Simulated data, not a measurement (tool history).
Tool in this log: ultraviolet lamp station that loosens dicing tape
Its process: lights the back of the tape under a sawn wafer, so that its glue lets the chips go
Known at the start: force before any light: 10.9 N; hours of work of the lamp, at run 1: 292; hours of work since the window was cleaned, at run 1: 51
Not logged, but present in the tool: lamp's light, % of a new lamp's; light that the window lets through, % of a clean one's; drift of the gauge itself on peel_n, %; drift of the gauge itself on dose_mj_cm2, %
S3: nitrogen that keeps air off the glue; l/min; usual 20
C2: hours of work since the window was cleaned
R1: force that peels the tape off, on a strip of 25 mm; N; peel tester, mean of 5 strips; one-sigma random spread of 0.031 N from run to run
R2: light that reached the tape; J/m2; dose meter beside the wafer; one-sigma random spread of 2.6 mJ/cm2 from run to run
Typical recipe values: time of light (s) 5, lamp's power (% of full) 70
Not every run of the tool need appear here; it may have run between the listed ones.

Run 1, hour 0.0: usual settings; hours of work of the lamp 292; C2 51. Result: R1 1.751 N, R2 3150 J/m2.
Run 2, hour 5.7: usual settings; hours of work of the lamp 296; C2 56. Result: R1 1.781 N, R2 3110 J/m2.
Run 3, hour 13.7: usual settings but lamp's power (% of full) 78; hours of work of the lamp 302; C2 62. Result: R1 1.491 N, R2 3430 J/m2.
Run 4, hour 22.8: usual settings but time of light (s) 6; hours of work of the lamp 309; C2 69. Result: R1 1.310 N, R2 3710 J/m2.
Run 5, hour 27.4: usual settings but time of light (s) 6, S3 34 l/min; hours of work of the lamp 313; C2 72. Result: R1 1.029 N, R2 3670 J/m2.
Run 6, hour 34.7: usual settings but time of light (s) 3, S3 34 l/min; hours of work of the lamp 319; C2 78. Result: R1 3.278 N, R2 1840 J/m2.
Run 7, hour 41.5: usual settings but time of light (s) 3, S3 34 l/min; hours of work of the lamp 324; C2 83. Result: R1 3.346 N, R2 1800 J/m2.
Run 8, hour 49.1: usual settings but lamp's power (% of full) 81; hours of work of the lamp 330; C2 89. Result: R1 1.366 N, R2 3470 J/m2.
Run 9, hour 55.8: usual settings but lamp's power (% of full) 81; hours of work of the lamp 335; C2 94. Result: R1 1.372 N, R2 3500 J/m2.
Run 10, hour 66.2: usual settings but lamp's power (% of full) 81; hours of work of the lamp 343; C2 102. Result: R1 1.403 N, R2 3480 J/m2.
Run 11, hour 76.2: usual settings but S3 37 l/min; hours of work of the lamp 350; C2 110. Result: R1 1.532 N, R2 3010 J/m2.
Run 12, hour 85.5: usual settings but S3 37 l/min; hours of work of the lamp 358; C2 117. Result: R1 1.541 N, R2 2940 J/m2.
Run 13, hour 91.5: usual settings; hours of work of the lamp 362; C2 122. Result: R1 1.905 N, R2 2980 J/m2.
Run 14, hour 97.3: usual settings; hours of work of the lamp 367; C2 126. Result: R1 1.891 N, R2 3000 J/m2.
Run 15, hour 105.5: usual settings but S3 7 l/min; hours of work of the lamp 373; C2 132. Result: R1 2.981 N, R2 2930 J/m2.
Run 16, hour 112.5: usual settings but S3 7 l/min; hours of work of the lamp 378; C2 138. Result: R1 3.017 N, R2 2940 J/m2.
Run 17, hour 120.0: usual settings but S3 7 l/min; hours of work of the lamp 384; C2 144. Result: R1 3.019 N, R2 2980 J/m2.
Run 18, hour 125.9: usual settings but S3 7 l/min; hours of work of the lamp 389; C2 148. Result: R1 3.023 N, R2 2930 J/m2.
Run 19, hour 136.7: usual settings but time of light (s) 6; hours of work of the lamp 397; C2 156. Result: R1 1.411 N, R2 3500 J/m2.
Run 20, hour 145.4: usual settings; hours of work of the lamp 404; C2 163. Result: R1 1.943 N, R2 2890 J/m2.
Run 21, hour 150.1: usual settings; hours of work of the lamp 407; C2 167. Result: R1 2.021 N, R2 2840 J/m2.
Run 22, hour 160.0: usual settings but lamp's power (% of full) 76; hours of work of the lamp 415; C2 174. Result: R1 1.745 N, R2 3100 J/m2.
Run 23, hour 168.1: usual settings but lamp's power (% of full) 76; hours of work of the lamp 421; C2 180. Result: R1 1.786 N, R2 3110 J/m2.
Run 24, hour 175.1: usual settings but S3 8 l/min; hours of work of the lamp 426; C2 186. Result: R1 2.969 N, R2 2880 J/m2.
Run 25, hour 184.8: usual settings but lamp's power (% of full) 94, S3 14 l/min; hours of work of the lamp 434; C2 193. Result: R1 1.413 N, R2 3840 J/m2.
Run 26, hour 189.4: usual settings but lamp's power (% of full) 94, S3 14 l/min; hours of work of the lamp 437; C2 197. Result: R1 1.453 N, R2 3790 J/m2.
Run 27, hour 194.4: usual settings but lamp's power (% of full) 94, S3 14 l/min; hours of work of the lamp 441; C2 201. Result: R1 1.442 N, R2 3830 J/m2.
Run 28, hour 203.2: usual settings but lamp's power (% of full) 94, S3 14 l/min; hours of work of the lamp 448; C2 207. Result: R1 1.447 N, R2 3800 J/m2.
Run 29, hour 212.9: usual settings but lamp's power (% of full) 94, S3 14 l/min; hours of work of the lamp 455; C2 215. Result: R1 1.482 N, R2 3770 J/m2.
Run 30, hour 217.9: usual settings but lamp's power (% of full) 63, S3 13 l/min; hours of work of the lamp 459; C2 219. Result: R1 3.013 N, R2 2530 J/m2.
Run 31, hour 227.4: usual settings but time of light (s) 2, lamp's power (% of full) 63, S3 13 l/min; hours of work of the lamp 466; C2 226. Result: R1 6.308 N, R2 970 J/m2.
Run 32, hour 237.6: usual settings but time of light (s) 4, S3 22 l/min; hours of work of the lamp 474; C2 234. Result: R1 2.891 N, R2 2180 J/m2.
Run 33, hour 245.7: usual settings but time of light (s) 4, S3 22 l/min; hours of work of the lamp 481; C2 240. Result: R1 2.852 N, R2 2210 J/m2.
Run 34, hour 253.4: usual settings but time of light (s) 8, lamp's power (% of full) 68; hours of work of the lamp 486; C2 246. Result: R1 0.935 N, R2 4310 J/m2.

Expected results for the next run?
Run 35, hour 258.7: usual settings but lamp's power (% of full) 71; hours of work of the lamp 491; C2 250. Result: R1 ?, R2 ?.

{"run 35": {"R1": 2.133, "R2": 2740}}
Take away the tool's hidden state, keep the run-to-run variation as it was, and the same run would have given R1 1.480 N, R2 3380 J/m2.

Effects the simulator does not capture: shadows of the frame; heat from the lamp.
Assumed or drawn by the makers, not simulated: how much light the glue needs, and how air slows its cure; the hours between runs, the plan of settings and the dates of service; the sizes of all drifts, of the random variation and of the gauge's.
